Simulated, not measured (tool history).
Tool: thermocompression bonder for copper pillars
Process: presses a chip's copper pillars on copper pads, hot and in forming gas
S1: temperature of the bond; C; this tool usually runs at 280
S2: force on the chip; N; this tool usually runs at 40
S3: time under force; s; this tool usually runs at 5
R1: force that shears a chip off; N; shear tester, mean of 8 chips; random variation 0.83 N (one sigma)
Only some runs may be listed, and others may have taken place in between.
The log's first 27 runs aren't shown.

{"run": 28, "hour": 988.8, "S1": 262, "S2": 46, "S3": 13, "R1": 86.3}
{"run": 29, "hour": 1034.3, "S1": 303, "S2": 40, "S3": 5, "R1": 85.6}
{"run": 30, "hour": 1071.5, "S1": 265, "S2": 40, "S3": 5, "R1": 63.8}
{"run": 31, "hour": 1115.3, "S1": 280, "S2": 40, "S3": 4, "R1": 67.1}
{"run": 32, "hour": 1159.6, "S1": 280, "S2": 40, "S3": 4, "R1": 67.3}
{"run": 33, "hour": 1196.8, "S1": 280, "S2": 40, "S3": 4, "R1": 67.8}
{"run": 34, "hour": 1237.8, "S1": 294, "S2": 40, "S3": 6, "R1": 83.0}
{"hour": 1249.2, "done": "force cell calibrated"}
{"run": 35, "hour": 1268.9, "S1": 294, "S2": 26, "S3": 14, "R1": 74.0}
{"hour": 1294.6, "done": "forming gas filter changed"}
{"run": 36, "hour": 1317.2, "S1": 259, "S2": 40, "S3": 3, "R1": 49.6}
{"run": 37, "hour": 1356.4, "S1": 298, "S2": 40, "S3": 8, "R1": 91.4}
{"run": 38, "hour": 1399.4, "S1": 298, "S2": 40, "S3": 8, "R1": 91.8}

4 options for the next run, each taken on its own from the tool as it stands now. Forecast them:
{"run": "A", "hour": 1444.9, "S1": 280, "S2": 40, "S3": 8, "R1": "?"}
{"run": "B", "hour": 1444.9, "S1": 298, "S2": 39, "S3": 8, "R1": "?"}
{"run": "C", "hour": 1444.9, "S1": 272, "S2": 29, "S3": 5, "R1": "?"}
{"run": "D", "hour": 1444.9, "S1": 291, "S2": 33, "S3": 3, "R1": "?"}

run=A R1=81.8
run=B R1=90.7
run=C R1=52.5
run=D R1=58.9
What these runs would have given with no unlogged condition in the tool:
run=A R1=75.1
run=B R1=85.3
run=C R1=45.9
run=D R1=52.1
